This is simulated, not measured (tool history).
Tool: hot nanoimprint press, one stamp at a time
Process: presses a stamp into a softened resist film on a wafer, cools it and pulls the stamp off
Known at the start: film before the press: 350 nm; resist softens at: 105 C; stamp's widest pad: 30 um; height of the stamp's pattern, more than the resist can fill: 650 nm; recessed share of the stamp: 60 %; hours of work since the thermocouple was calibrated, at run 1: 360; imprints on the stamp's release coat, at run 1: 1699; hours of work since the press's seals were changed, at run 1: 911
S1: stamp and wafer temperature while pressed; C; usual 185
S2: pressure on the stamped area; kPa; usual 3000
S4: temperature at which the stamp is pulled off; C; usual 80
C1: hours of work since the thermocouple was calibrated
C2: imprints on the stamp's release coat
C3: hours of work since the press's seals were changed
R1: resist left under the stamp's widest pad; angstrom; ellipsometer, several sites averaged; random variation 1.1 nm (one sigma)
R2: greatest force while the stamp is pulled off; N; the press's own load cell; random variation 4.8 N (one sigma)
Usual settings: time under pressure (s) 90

run 1 day=0.000 | S1=185 S2=3000 time_under_pressure_(s)=90 S4=80 | C1=360 C2=1699 C3=911 | R1=1832 R2=302
run 2 day=1.638 | S1=185 S2=3000 time_under_pressure_(s)=90 S4=80 | C1=386 C2=1838 C3=937 | R1=1833 R2=303
-- day=3.067 stamp cleaned and given a new release coat
run 3 day=3.067 | S1=185 S2=3000 time_under_pressure_(s)=90 S4=80 | C1=404 C2=0 C3=956 | R1=1806 R2=229
run 4 day=3.812 | S1=185 S2=3000 time_under_pressure_(s)=90 S4=80 | C1=416 C2=63 C3=967 | R1=1824 R2=224
run 5 day=5.062 | S1=185 S2=3000 time_under_pressure_(s)=90 S4=80 | C1=436 C2=169 C3=987 | R1=1809 R2=235
run 6 day=5.933 | S1=185 S2=3000 time_under_pressure_(s)=90 S4=80 | C1=450 C2=242 C3=1001 | R1=1808 R2=239
run 7 day=7.388 | S1=185 S2=3000 time_under_pressure_(s)=90 S4=80 | C1=473 C2=365 C3=1024 | R1=1792 R2=244
run 8 day=8.562 | S1=185 S2=3000 time_under_pressure_(s)=90 S4=81 | C1=491 C2=464 C3=1042 | R1=1799 R2=243
-- day=8.783 plate thermocouple calibrated
run 9 day=9.758 | S1=185 S2=3000 time_under_pressure_(s)=90 S4=69 | C1=15 C2=554 C3=1059 | R1=1738 R2=290
run 10 day=11.383 | S1=185 S2=3000 time_under_pressure_(s)=90 S4=69 | C1=41 C2=691 C3=1085 | R1=1736 R2=296
run 11 day=12.412 | S1=185 S2=3000 time_under_pressure_(s)=93 S4=69 | C1=57 C2=778 C3=1101 | R1=1715 R2=297
run 12 day=13.692 | S1=185 S2=3000 time_under_pressure_(s)=93 S4=69 | C1=78 C2=886 C3=1122 | R1=1708 R2=307
run 13 day=14.492 | S1=185 S2=3000 time_under_pressure_(s)=93 S4=69 | C1=90 C2=953 C3=1134 | R1=1711 R2=311
run 14 day=16.083 | S1=185 S2=3000 time_under_pressure_(s)=93 S4=69 | C1=115 C2=1088 C3=1160 | R1=1706 R2=310
run 15 day=16.821 | S1=185 S2=4020 time_under_pressure_(s)=58 S4=77 | C1=127 C2=1150 C3=1171 | R1=1809 R2=284

3 ways to go on from here, each from the tool as it stands after run 15. What would each give?
run A day=17.725 | S1=192 S2=2900 time_under_pressure_(s)=58 S4=79 | C1=141 C2=1226 C3=1185 | R1=? R2=?
run B day=17.725 | S1=185 S2=4710 time_under_pressure_(s)=92 S4=80 | C1=141 C2=1226 C3=1185 | R1=? R2=?
run C day=17.725 | S1=185 S2=3930 time_under_pressure_(s)=56 S4=77 | C1=141 C2=1226 C3=1185 | R1=? R2=?

run=A R1=1636 R2=277
run=B R1=1427 R2=269
run=C R1=1857 R2=295
Without the tool's hidden state the same runs would have given:
run=A R1=1790 R2=243
run=B R1=1573 R2=236
run=C R1=2027 R2=258
